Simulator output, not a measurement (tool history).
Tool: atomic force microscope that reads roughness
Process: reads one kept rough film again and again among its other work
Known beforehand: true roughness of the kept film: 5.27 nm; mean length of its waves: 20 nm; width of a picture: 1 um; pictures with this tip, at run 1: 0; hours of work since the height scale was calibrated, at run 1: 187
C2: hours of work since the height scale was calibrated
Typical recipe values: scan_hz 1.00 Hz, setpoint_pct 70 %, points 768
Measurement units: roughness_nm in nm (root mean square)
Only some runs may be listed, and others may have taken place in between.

Run 1, hour 0.0: usual settings; pictures with this tip 0; C2 187. Result: roughness_nm 3.233 nm (root mean square).
Run 2, hour 10.6: usual settings but scan_hz 0.91 Hz; pictures with this tip 17; C2 192. Result: roughness_nm 3.302 nm (root mean square).
Run 3, hour 22.0: usual settings but scan_hz 0.91 Hz; pictures with this tip 34; C2 197. Result: roughness_nm 3.277 nm (root mean square).
Run 4, hour 37.7: usual settings but scan_hz 0.91 Hz; pictures with this tip 58; C2 204. Result: roughness_nm 3.292 nm (root mean square).
Run 5, hour 47.4: usual settings; pictures with this tip 73; C2 209. Result: roughness_nm 3.229 nm (root mean square).
Run 6, hour 60.1: usual settings but scan_hz 1.84 Hz, setpoint_pct 62 %, points 306; pictures with this tip 93; C2 215. Result: roughness_nm 3.157 nm (root mean square).
Run 7, hour 69.6: usual settings but scan_hz 2.46 Hz, setpoint_pct 58 %, points 448; pictures with this tip 107; C2 219. Result: roughness_nm 3.212 nm (root mean square).
Run 8, hour 89.5: usual settings but scan_hz 1.69 Hz, setpoint_pct 74 %, points 507; pictures with this tip 138; C2 228. Result: roughness_nm 3.044 nm (root mean square).
Run 9, hour 100.6: usual settings but scan_hz 1.69 Hz, setpoint_pct 74 %, points 507; pictures with this tip 155; C2 233. Result: roughness_nm 3.034 nm (root mean square).
Run 10, hour 108.7: usual settings but scan_hz 1.69 Hz, setpoint_pct 74 %, points 507; pictures with this tip 167; C2 237. Result: roughness_nm 3.004 nm (root mean square).

Each run again, without the hidden state but with its own random variation kept:
Unlogged tool condition in this case: radius of the tip, nm; height scale over the true one, %; drift of the gauge itself on roughness_nm, %.
run  roughness_nm
  1         3.233
  2         3.303
  3         3.281
  4         3.298
  5         3.236
  6         3.165
  7         3.222
  8         3.057
  9         3.047
 10         3.018
